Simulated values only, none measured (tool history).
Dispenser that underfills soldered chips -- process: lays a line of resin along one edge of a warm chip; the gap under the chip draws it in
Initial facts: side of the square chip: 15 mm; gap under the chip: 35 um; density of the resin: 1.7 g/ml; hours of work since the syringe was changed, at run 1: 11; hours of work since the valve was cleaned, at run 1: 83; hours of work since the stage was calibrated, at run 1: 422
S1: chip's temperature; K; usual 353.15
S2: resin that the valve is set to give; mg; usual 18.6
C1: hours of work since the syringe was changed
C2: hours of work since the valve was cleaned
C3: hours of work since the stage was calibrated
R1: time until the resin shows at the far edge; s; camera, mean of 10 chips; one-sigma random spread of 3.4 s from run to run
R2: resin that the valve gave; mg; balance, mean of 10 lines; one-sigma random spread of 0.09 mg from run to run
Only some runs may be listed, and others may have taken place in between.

{"run": 1, "hour": 0.0, "S1": 353.15, "S2": 18.6, "C1": 11, "C2": 83, "C3": 422, "R1": 978.9, "R2": 17.87}
{"hour": 1.4, "done": "new syringe of resin"}
{"run": 2, "hour": 8.9, "S1": 353.15, "S2": 18.6, "C1": 6, "C2": 89, "C3": 429, "R1": 633.5, "R2": 17.86}
{"hour": 17.1, "done": "new syringe of resin"}
{"run": 3, "hour": 22.6, "S1": 353.15, "S2": 18.6, "C1": 4, "C2": 99, "C3": 439, "R1": 544.6, "R2": 17.84}
{"run": 4, "hour": 31.7, "S1": 353.15, "S2": 23.5, "C1": 11, "C2": 106, "C3": 445, "R1": 936.0, "R2": 22.37}
{"hour": 33.2, "done": "new syringe of resin"}
{"run": 5, "hour": 41.4, "S1": 353.15, "S2": 23.5, "C1": 6, "C2": 113, "C3": 452, "R1": 644.1, "R2": 22.25}
{"hour": 49.0, "done": "new syringe of resin"}
{"run": 6, "hour": 53.1, "S1": 353.15, "S2": 23.5, "C1": 3, "C2": 122, "C3": 461, "R1": 499.2, "R2": 22.09}
{"hour": 56.8, "done": "dispensing valve cleaned and set on the balance"}
{"hour": 65.5, "done": "new syringe of resin"}
{"run": 7, "hour": 66.1, "S1": 353.15, "S2": 23.5, "C1": 0, "C2": 7, "C3": 470, "R1": 396.9, "R2": 23.35}
{"run": 8, "hour": 77.4, "S1": 353.15, "S2": 18.6, "C1": 9, "C2": 15, "C3": 478, "R1": 849.0, "R2": 18.48}
{"hour": 81.4, "done": "new syringe of resin"}
{"run": 9, "hour": 86.6, "S1": 353.15, "S2": 18.6, "C1": 4, "C2": 22, "C3": 485, "R1": 537.5, "R2": 18.55}
{"run": 10, "hour": 93.4, "S1": 353.15, "S2": 18.6, "C1": 9, "C2": 27, "C3": 490, "R1": 841.1, "R2": 18.26}
{"hour": 97.4, "done": "new syringe of resin"}
{"run": 11, "hour": 99.5, "S1": 353.15, "S2": 18.6, "C1": 2, "C2": 31, "C3": 494, "R1": 449.6, "R2": 18.41}
{"run": 12, "hour": 111.3, "S1": 353.15, "S2": 18.6, "C1": 10, "C2": 40, "C3": 503, "R1": 939.9, "R2": 18.26}
{"hour": 113.6, "done": "new syringe of resin"}
{"run": 13, "hour": 125.4, "S1": 353.15, "S2": 18.6, "C1": 9, "C2": 50, "C3": 513, "R1": 845.9, "R2": 18.15}
{"hour": 129.1, "done": "new syringe of resin"}
{"run": 14, "hour": 134.4, "S1": 353.15, "S2": 18.6, "C1": 4, "C2": 56, "C3": 519, "R1": 555.5, "R2": 18.05}
{"run": 15, "hour": 141.4, "S1": 353.15, "S2": 18.6, "C1": 9, "C2": 62, "C3": 525, "R1": 882.8, "R2": 18.09}
{"hour": 144.7, "done": "new syringe of resin"}
{"run": 16, "hour": 152.6, "S1": 353.15, "S2": 18.6, "C1": 6, "C2": 70, "C3": 533, "R1": 667.5, "R2": 17.99}
{"hour": 157.0, "done": "stage's temperature calibrated"}
{"hour": 161.2, "done": "new syringe of resin"}
{"run": 17, "hour": 161.2, "S1": 353.15, "S2": 18.6, "C1": 0, "C2": 75, "C3": 3, "R1": 354.3, "R2": 18.0}
{"run": 18, "hour": 168.3, "S1": 350.15, "S2": 18.0, "C1": 5, "C2": 80, "C3": 8, "R1": 637.1, "R2": 17.17}
{"hour": 176.8, "done": "new syringe of resin"}
{"run": 19, "hour": 176.8, "S1": 351.15, "S2": 19.1, "C1": 0, "C2": 87, "C3": 14, "R1": 390.4, "R2": 18.05}
{"run": 20, "hour": 189.0, "S1": 351.15, "S2": 19.1, "C1": 9, "C2": 96, "C3": 23, "R1": 838.7, "R2": 18.09}
{"hour": 192.5, "done": "new syringe of resin"}
{"run": 21, "hour": 199.2, "S1": 365.15, "S2": 22.8, "C1": 5, "C2": 103, "C3": 31, "R1": 299.4, "R2": 21.53}
{"hour": 207.8, "done": "new syringe of resin"}
{"run": 22, "hour": 209.3, "S1": 358.15, "S2": 21.5, "C1": 1, "C2": 110, "C3": 38, "R1": 305.5, "R2": 20.44}
{"hour": 223.3, "done": "new syringe of resin"}
{"run": 23, "hour": 223.3, "S1": 358.15, "S2": 21.5, "C1": 0, "C2": 120, "C3": 48, "R1": 270.7, "R2": 20.17}
{"hour": 228.5, "done": "dispensing valve cleaned and set on the balance"}
{"run": 24, "hour": 234.6, "S1": 367.15, "S2": 22.8, "C1": 8, "C2": 4, "C3": 56, "R1": 342.1, "R2": 22.75}
{"hour": 240.1, "done": "new syringe of resin"}
{"run": 25, "hour": 245.5, "S1": 367.15, "S2": 16.0, "C1": 4, "C2": 12, "C3": 64, "R1": 265.7, "R2": 15.78}
{"hour": 255.4, "done": "new syringe of resin"}
{"run": 26, "hour": 258.3, "S1": 361.15, "S2": 22.1, "C1": 2, "C2": 22, "C3": 73, "R1": 283.6, "R2": 21.76}
{"run": 27, "hour": 268.5, "S1": 348.15, "S2": 18.5, "C1": 10, "C2": 29, "C3": 80, "R1": 1025.9, "R2": 18.12}
{"hour": 271.3, "done": "new syringe of resin"}
{"run": 28, "hour": 276.6, "S1": 344.15, "S2": 18.6, "C1": 4, "C2": 35, "C3": 86, "R1": 763.6, "R2": 18.22}
{"run": 29, "hour": 283.0, "S1": 344.15, "S2": 18.6, "C1": 9, "C2": 40, "C3": 91, "R1": 1139.8, "R2": 18.2}
{"hour": 287.7, "done": "new syringe of resin"}
{"run": 30, "hour": 295.9, "S1": 344.15, "S2": 18.6, "C1": 6, "C2": 49, "C3": 100, "R1": 947.7, "R2": 18.14}
{"hour": 303.2, "done": "new syringe of resin"}
{"run": 31, "hour": 307.2, "S1": 344.15, "S2": 18.6, "C1": 3, "C2": 57, "C3": 108, "R1": 722.2, "R2": 18.1}
{"run": 32, "hour": 315.4, "S1": 344.15, "S2": 18.6, "C1": 9, "C2": 63, "C3": 115, "R1": 1209.3, "R2": 18.03}

5 ways to go on from here, each from the tool as it stands after run 32. What would each give?
{"hour": 318.6, "done": "new syringe of resin"}
{"run": "A", "hour": 328.8, "S1": 356.15, "S2": 18.6, "C1": 8, "C2": 73, "C3": 124, "R1": "?", "R2": "?"}
{"hour": 318.6, "done": "new syringe of resin"}
{"run": "B", "hour": 328.8, "S1": 356.15, "S2": 16.3, "C1": 8, "C2": 73, "C3": 124, "R1": "?", "R2": "?"}
{"hour": 318.6, "done": "new syringe of resin"}
{"run": "C", "hour": 328.8, "S1": 342.15, "S2": 19.2, "C1": 8, "C2": 73, "C3": 124, "R1": "?", "R2": "?"}
{"hour": 318.6, "done": "new syringe of resin"}
{"run": "D", "hour": 328.8, "S1": 359.15, "S2": 23.7, "C1": 8, "C2": 73, "C3": 124, "R1": "?", "R2": "?"}
{"hour": 318.6, "done": "new syringe of resin"}
{"run": "E", "hour": 328.8, "S1": 353.15, "S2": 16.0, "C1": 8, "C2": 73, "C3": 124, "R1": "?", "R2": "?"}

run=A R1=593.0 R2=17.91
run=B R1=613.8 R2=15.64
run=C R1=1164.2 R2=18.43
run=D R1=491.4 R2=22.86
run=E R1=725.0 R2=15.40
Take away the tool's hidden state, keep each run's random variation, and the runs would have read:
run=A R1=293.3 R2=18.61
run=B R1=302.0 R2=16.26
run=C R1=574.7 R2=19.15
run=D R1=245.2 R2=23.75
run=E R1=356.0 R2=16.00
